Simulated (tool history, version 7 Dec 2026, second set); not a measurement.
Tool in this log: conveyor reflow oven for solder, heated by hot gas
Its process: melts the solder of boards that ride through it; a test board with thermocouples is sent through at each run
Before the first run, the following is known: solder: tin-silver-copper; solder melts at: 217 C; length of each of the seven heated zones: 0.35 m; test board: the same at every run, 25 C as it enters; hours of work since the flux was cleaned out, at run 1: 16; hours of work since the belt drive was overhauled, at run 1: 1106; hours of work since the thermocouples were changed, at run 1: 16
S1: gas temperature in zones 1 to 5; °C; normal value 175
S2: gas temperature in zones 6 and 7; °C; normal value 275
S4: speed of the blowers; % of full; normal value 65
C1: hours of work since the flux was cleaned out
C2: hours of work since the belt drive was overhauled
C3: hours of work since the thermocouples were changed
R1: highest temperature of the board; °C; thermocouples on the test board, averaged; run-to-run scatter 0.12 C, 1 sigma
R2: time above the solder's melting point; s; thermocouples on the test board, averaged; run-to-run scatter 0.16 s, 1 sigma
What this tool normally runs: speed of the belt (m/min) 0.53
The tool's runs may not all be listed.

run 1 hour=0 | S1=175 S2=275 speed_of_the_belt_(m/min)=0.53 S4=65 | C1=16 C2=1106 C3=16 | R1=257.6 R2=64.8
run 2 hour=85.1 | S1=175 S2=275 speed_of_the_belt_(m/min)=0.53 S4=65 | C1=55 C2=1145 C3=55 | R1=257.5 R2=64.7
run 3 hour=153.3 | S1=175 S2=275 speed_of_the_belt_(m/min)=0.53 S4=65 | C1=86 C2=1176 C3=86 | R1=257.3 R2=64.3
run 4 hour=205 | S1=175 S2=275 speed_of_the_belt_(m/min)=0.53 S4=65 | C1=110 C2=1200 C3=110 | R1=257.2 R2=64.2
run 5 hour=272.6 | S1=175 S2=275 speed_of_the_belt_(m/min)=0.53 S4=65 | C1=141 C2=1231 C3=141 | R1=257.1 R2=64.1
run 6 hour=355.5 | S1=175 S2=275 speed_of_the_belt_(m/min)=0.53 S4=65 | C1=179 C2=1269 C3=179 | R1=256.7 R2=63.9
run 7 hour=419.3 | S1=170 S2=275 speed_of_the_belt_(m/min)=0.53 S4=65 | C1=209 C2=1298 C3=209 | R1=255.6 R2=61.3
run 8 hour=511.8 | S1=170 S2=275 speed_of_the_belt_(m/min)=0.53 S4=65 | C1=251 C2=1341 C3=251 | R1=255.2 R2=61.3
run 9 hour=602.2 | S1=175 S2=275 speed_of_the_belt_(m/min)=0.53 S4=65 | C1=293 C2=1383 C3=293 | R1=255.9 R2=63.5
run 10 hour=647.2 | S1=175 S2=275 speed_of_the_belt_(m/min)=0.53 S4=65 | C1=313 C2=1403 C3=313 | R1=255.8 R2=63.2
-- hour=697.9 flux residue cleaned out of gas plates and filters
run 11 hour=697.9 | S1=175 S2=275 speed_of_the_belt_(m/min)=0.53 S4=65 | C1=0 C2=1424 C3=334 | R1=258.6 R2=66
run 12 hour=757.2 | S1=166 S2=275 speed_of_the_belt_(m/min)=0.53 S4=65 | C1=27 C2=1451 C3=362 | R1=257 R2=61.7
run 13 hour=807 | S1=166 S2=275 speed_of_the_belt_(m/min)=0.53 S4=65 | C1=50 C2=1474 C3=384 | R1=257.1 R2=61.5
-- hour=833.5 belt drive overhauled, speed set with a stopwatch
run 14 hour=907.6 | S1=175 S2=275 speed_of_the_belt_(m/min)=0.53 S4=83 | C1=95 C2=34 C3=429 | R1=261.9 R2=66.5
run 15 hour=964.6 | S1=175 S2=275 speed_of_the_belt_(m/min)=0.53 S4=65 | C1=121 C2=60 C3=455 | R1=256.7 R2=62.5
run 16 hour=1047 | S1=175 S2=275 speed_of_the_belt_(m/min)=0.53 S4=65 | C1=159 C2=98 C3=493 | R1=256.6 R2=62
-- hour=1073.4 thermocouples of zones 6 and 7 changed
run 17 hour=1145.6 | S1=175 S2=275 speed_of_the_belt_(m/min)=0.53 S4=65 | C1=203 C2=142 C3=33 | R1=255 R2=61.2
run 18 hour=1204.4 | S1=175 S2=275 speed_of_the_belt_(m/min)=0.53 S4=65 | C1=230 C2=170 C3=60 | R1=255 R2=60.9
run 19 hour=1307.3 | S1=175 S2=275 speed_of_the_belt_(m/min)=0.53 S4=65 | C1=277 C2=217 C3=108 | R1=254.5 R2=60.4
run 20 hour=1399.4 | S1=175 S2=275 speed_of_the_belt_(m/min)=0.53 S4=65 | C1=320 C2=259 C3=150 | R1=254.2 R2=60.4
-- hour=1438.3 flux residue cleaned out of gas plates and filters
run 21 hour=1478.7 | S1=173 S2=273 speed_of_the_belt_(m/min)=0.533 S4=85 | C1=19 C2=293 C3=184 | R1=260.9 R2=65.2
run 22 hour=1550.6 | S1=189 S2=285 speed_of_the_belt_(m/min)=0.634 S4=61 | C1=52 C2=326 C3=217 | R1=260.4 R2=58.4
run 23 hour=1643.1 | S1=181 S2=285 speed_of_the_belt_(m/min)=0.634 S4=70 | C1=94 C2=369 C3=260 | R1=261.4 R2=56.6
run 24 hour=1706.8 | S1=186 S2=275 speed_of_the_belt_(m/min)=0.436 S4=53 | C1=123 C2=398 C3=289 | R1=261.6 R2=86.3
run 25 hour=1778 | S1=169 S2=279 speed_of_the_belt_(m/min)=0.436 S4=86 | C1=156 C2=431 C3=322 | R1=270.7 R2=85.4
run 26 hour=1880.5 | S1=169 S2=279 speed_of_the_belt_(m/min)=0.464 S4=70 | C1=203 C2=478 C3=369 | R1=264.9 R2=76.4
run 27 hour=1959.8 | S1=169 S2=279 speed_of_the_belt_(m/min)=0.464 S4=70 | C1=240 C2=514 C3=405 | R1=264.8 R2=76.5
run 28 hour=2013.4 | S1=175 S2=282 speed_of_the_belt_(m/min)=0.53 S4=52 | C1=264 C2=539 C3=430 | R1=256.9 R2=62.3
run 29 hour=2064.6 | S1=175 S2=275 speed_of_the_belt_(m/min)=0.624 S4=65 | C1=288 C2=563 C3=453 | R1=248.7 R2=46.6
run 30 hour=2156.3 | S1=175 S2=269 speed_of_the_belt_(m/min)=0.53 S4=65 | C1=330 C2=605 C3=495 | R1=250.2 R2=57.6

Measured result minus the same run's result without the hidden state. Both carry the same run-to-run variation, though not necessarily the same gauge scatter:
Hidden state present: heat that the gas passes to the board, % of a clean oven's; belt's true speed, % of the reading; true gas temperature in zones 6 and 7 over the reading, C; drift of the gauge itself on peak_c, C; drift of the gauge itself on liquid_s, %.
run=1 R1=+0.8 R2=+2.3
run=2 R1=+0.6 R2=+2.1
run=3 R1=+0.4 R2=+1.9
run=4 R1=+0.2 R2=+1.8
run=5 R1=+0 R2=+1.7
run=6 R1=-0.2 R2=+1.5
run=7 R1=-0.4 R2=+1.2
run=8 R1=-0.8 R2=+1
run=9 R1=-1 R2=+0.9
run=10 R1=-1.1 R2=+0.8
run=11 R1=+1.9 R2=+3.5
run=12 R1=+1.7 R2=+3.4
run=13 R1=+1.6 R2=+3.2
run=14 R1=-0.1 R2=-0.2
run=15 R1=-0.1 R2=-0.3
run=16 R1=-0.4 R2=-0.5
run=17 R1=-1.9 R2=-1.6
run=18 R1=-2.1 R2=-1.7
run=19 R1=-2.5 R2=-2
run=20 R1=-2.8 R2=-2.3
run=21 R1=+0.6 R2=+0.8
run=22 R1=+0.4 R2=+0.7
run=23 R1=-0.1 R2=+0.4
run=24 R1=+0.5 R2=+1.1
run=25 R1=-0.1 R2=+0.6
run=26 R1=-0.5 R2=+0.4
run=27 R1=-0.7 R2=+0.3
run=28 R1=-0.6 R2=+0.1
run=29 R1=-1.8 R2=-1.3
run=30 R1=-1.4 R2=-1.1
